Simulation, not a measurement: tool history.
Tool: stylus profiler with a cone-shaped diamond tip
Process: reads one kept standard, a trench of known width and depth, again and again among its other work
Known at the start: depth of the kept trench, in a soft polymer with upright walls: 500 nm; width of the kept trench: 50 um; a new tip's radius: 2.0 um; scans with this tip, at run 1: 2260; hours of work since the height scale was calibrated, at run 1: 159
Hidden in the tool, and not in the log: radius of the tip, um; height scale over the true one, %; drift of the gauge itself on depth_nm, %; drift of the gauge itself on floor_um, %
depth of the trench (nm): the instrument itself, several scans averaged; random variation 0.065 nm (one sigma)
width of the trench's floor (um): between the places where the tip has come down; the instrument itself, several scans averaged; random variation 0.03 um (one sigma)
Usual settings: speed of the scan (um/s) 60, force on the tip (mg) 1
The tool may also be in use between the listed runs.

| run | hour | speed of the scan (um/s) | force on the tip (mg) | scans with this tip | hours of work since the height scale was calibrated | depth of the trench (nm) | width of the trench's floor (um) |
|---|---|---|---|---|---|---|---|
| 1 | 0 | 60 | 1 | 2260 | 159 | 503.09 | 47 |
| 2 | 17.1 | 60 | 1 | 2374 | 167 | 503.1 | 47.04 |
| 3 | 51.7 | 60 | 1.17 | 2604 | 183 | 503.49 | 47.07 |
| 4 | 76.9 | 60 | 1 | 2772 | 195 | 502.95 | 47 |
| 5 | 101.1 | 60 | 1 | 2933 | 206 | 503.01 | 47.01 |
| 6 | 124.7 | 36 | 1 | 3090 | 217 | 503.06 | 47.15 |
| 7 | 142.2 | 55 | 1 | 3206 | 225 | 503.12 | 47.02 |
| 8 | 173.1 | 60 | 0.43 | 3412 | 240 | 501.66 | 46.87 |
| 9 | 191.7 | 60 | 0.43 | 3536 | 248 | 501.59 | 46.88 |
| 10 | 215.6 | 60 | 0.43 | 3694 | 260 | 501.67 | 46.85 |
| 11 | 235.7 | 60 | 0.43 | 3828 | 269 | 501.5 | 46.81 |
| 12 | 264 | 60 | 0.43 | 4017 | 282 | 501.63 | 46.86 |
| 13 | 296.6 | 60 | 0.43 | 4233 | 298 | 501.72 | 46.85 |
| 14 | 319 | 121 | 0.43 | 4382 | 308 | 501.68 | 46.53 |
| 15 | 338.8 | 24 | 0.83 | 4514 | 317 | 502.63 | 47.08 |
| 16 | 365.6 | 22 | 1.01 | 4693 | 330 | 502.89 | 47.02 |
| 17 | 393.1 | 24 | 1.49 | 4875 | 343 | 503.85 | 47.07 |
| 18 | 409.1 | 68 | 1 | 4982 | 350 | 502.93 | 46.89 |
| 19 | 435.3 | 68 | 1 | 5156 | 362 | 502.95 | 46.88 |
| 20 | 457.6 | 76 | 1.85 | 5304 | 373 | 504.59 | 46.91 |
| 21 | 484.5 | 111 | 0.52 | 5484 | 385 | 501.77 | 46.58 |
| 22 | 520.1 | 21 | 1.22 | 5720 | 402 | 503.39 | 46.99 |
| 23 | 545.1 | 73 | 0.75 | 5887 | 414 | 502.37 | 46.81 |
| 24 | 575.4 | 65 | 1.22 | 6088 | 428 | 503.18 | 46.84 |

5 ways to go on from here, each from the tool as it stands after run 24. What would each give?
| A | 590.1 | 76 | 1 | 6186 | 435 | ? | ? |
| B | 590.1 | 65 | 0.5 | 6186 | 435 | ? | ? |
| C | 590.1 | 208 | 1.63 | 6186 | 435 | ? | ? |
| D | 590.1 | 208 | 1.46 | 6186 | 435 | ? | ? |
| E | 590.1 | 167 | 1.33 | 6186 | 435 | ? | ? |

| run | depth of the trench (nm) | width of the trench's floor (um) |
|---|---|---|
| A | 502.95 | 46.8 |
| B | 501.83 | 46.79 |
| C | 504.04 | 46.53 |
| D | 503.8 | 46.48 |
| E | 503.5 | 46.59 |
Without the tool's hidden state the same runs would have given:
| run | depth of the trench (nm) | width of the trench's floor (um) |
|---|---|---|
| A | 503.23 | 47.08 |
| B | 502.11 | 47.07 |
| C | 504.33 | 46.82 |
| D | 504.09 | 46.77 |
| E | 503.79 | 46.88 |

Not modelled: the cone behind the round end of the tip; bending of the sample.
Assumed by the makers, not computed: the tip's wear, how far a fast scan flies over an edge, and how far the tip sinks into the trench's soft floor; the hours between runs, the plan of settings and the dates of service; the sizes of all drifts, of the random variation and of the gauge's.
